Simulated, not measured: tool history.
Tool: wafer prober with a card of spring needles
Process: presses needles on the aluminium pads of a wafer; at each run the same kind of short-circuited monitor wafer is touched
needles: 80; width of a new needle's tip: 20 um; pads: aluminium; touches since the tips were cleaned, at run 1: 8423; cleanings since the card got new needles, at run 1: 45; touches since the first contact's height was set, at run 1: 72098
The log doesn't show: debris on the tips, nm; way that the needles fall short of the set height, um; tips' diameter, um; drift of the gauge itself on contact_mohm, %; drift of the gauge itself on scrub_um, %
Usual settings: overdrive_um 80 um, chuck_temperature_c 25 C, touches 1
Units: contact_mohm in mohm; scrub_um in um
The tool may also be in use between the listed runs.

run	hour	overdrive_um	chuck_temperature_c	touches	touches since the tips were cleaned	cleanings since the card got new needles	touches since the first contact's height was set	contact_mohm	scrub_um
1	0.0	80	25	1	8423	45	72098	327	9.888
# hour 3.4: tips cleaned on abrasive film
# hour 17.3: height of the first contact set anew
2	21.7	80	25	1	7884	46	1924	315	9.982
# hour 25.6: tips cleaned on abrasive film
3	42.5	80	25	1	7378	47	10971	312	9.971
# hour 46.2: tips cleaned on abrasive film
# hour 66.6: tips cleaned on abrasive film
4	72.9	80	25	1	2757	49	24219	264	9.933
# hour 86.5: tips cleaned on abrasive film
# hour 107.2: tips cleaned on abrasive film
5	107.2	80	25	1	0	51	39123	177	9.937
# hour 126.7: tips cleaned on abrasive film
6	136.9	80	25	2	4443	52	52086	242	9.931
# hour 149.0: tips cleaned on abrasive film
7	158.6	80	25	2	4207	53	61541	240	9.910
# hour 168.6: tips cleaned on abrasive film
8	180.6	80	25	2	5254	54	71128	252	9.891
# hour 190.0: tips cleaned on abrasive film
# hour 198.6: height of the first contact set anew
# hour 211.4: tips cleaned on abrasive film
9	216.3	80	43	1	2141	56	7703	265	9.960
# hour 232.1: tips cleaned on abrasive film
10	248.8	90	43	1	7314	57	21883	288	11.199
# hour 251.8: tips cleaned on abrasive film
# hour 272.5: tips cleaned on abrasive film
11	281.4	80	25	1	3884	59	36043	296	9.928
# hour 293.2: tips cleaned on abrasive film
12	305.1	80	25	1	5193	60	46381	301	9.929
# hour 314.3: tips cleaned on abrasive film
13	325.8	80	25	1	5012	61	55389	304	9.905
# hour 334.7: tips cleaned on abrasive film
14	350.6	80	26	1	6998	62	66227	315	9.898
# hour 355.5: tips cleaned on abrasive film
# hour 377.8: tips cleaned on abrasive film
# hour 380.0: height of the first contact set anew
15	386.5	80	26	1	3686	64	2829	286	9.981
# hour 399.1: tips cleaned on abrasive film
# hour 419.0: tips cleaned on abrasive film
16	427.7	93	68	1	3797	66	20781	260	11.557
# hour 440.3: tips cleaned on abrasive film
# hour 461.6: tips cleaned on abrasive film
17	463.8	93	68	1	963	68	36473	209	11.554
# hour 483.2: tips cleaned on abrasive film
18	485.8	93	68	1	1130	69	46055	208	11.552
# hour 505.7: tips cleaned on abrasive film
19	505.9	93	68	1	99	70	54838	182	11.543
# hour 527.8: tips cleaned on abrasive film
# hour 548.5: tips cleaned on abrasive film
20	549.1	79	40	2	287	72	73646	183	9.754
# hour 561.6: height of the first contact set anew
# hour 569.6: tips cleaned on abrasive film
21	588.9	95	99	2	8455	73	11918	243	11.833
# hour 591.8: tips cleaned on abrasive film
22	607.1	71	102	1	6711	74	19843	355	8.816
# hour 611.9: tips cleaned on abrasive film
23	629.8	71	26	1	7837	75	29709	369	8.825
# hour 632.0: tips cleaned on abrasive film
# hour 653.2: tips cleaned on abrasive film
24	653.2	71	26	1	0	77	39864	182	8.804
# hour 675.3: tips cleaned on abrasive film
25	678.4	80	40	1	1346	78	50851	247	9.933
# hour 695.7: tips cleaned on abrasive film
26	703.2	80	97	1	3271	79	61669	288	9.911
# hour 718.0: tips cleaned on abrasive film
# hour 738.9: tips cleaned on abrasive film
27	742.0	85	74	1	1392	81	78572	228	10.519
# hour 745.4: height of the first contact set anew
# hour 760.4: tips cleaned on abrasive film
# hour 780.0: tips cleaned on abrasive film
28	782.6	86	25	1	1149	83	16194	227	10.707
# hour 802.9: tips cleaned on abrasive film
29	821.0	86	25	1	7916	84	32953	305	10.701
# hour 824.0: tips cleaned on abrasive film
# hour 846.4: tips cleaned on abrasive film
30	863.4	67	76	2	7430	86	51424	303	8.295

3 ways to go on from here, each from the tool as it stands after run 30. What would each give?
# hour 866.3: tips cleaned on abrasive film
# hour 887.6: tips cleaned on abrasive film
A	902.3	80	25	2	6393	88	68348	?	?
# hour 866.3: tips cleaned on abrasive film
# hour 887.6: tips cleaned on abrasive film
B	902.3	67	79	2	6393	88	68348	?	?
# hour 866.3: tips cleaned on abrasive film
# hour 887.6: tips cleaned on abrasive film
C	902.3	75	25	2	6393	88	68348	?	?

run	contact_mohm	scrub_um
A	261	9.894
B	297	8.279
C	272	9.275
Without the tool's hidden state the same runs would have given:
run	contact_mohm	scrub_um
A	164	9.975
B	176	8.360
C	164	9.356

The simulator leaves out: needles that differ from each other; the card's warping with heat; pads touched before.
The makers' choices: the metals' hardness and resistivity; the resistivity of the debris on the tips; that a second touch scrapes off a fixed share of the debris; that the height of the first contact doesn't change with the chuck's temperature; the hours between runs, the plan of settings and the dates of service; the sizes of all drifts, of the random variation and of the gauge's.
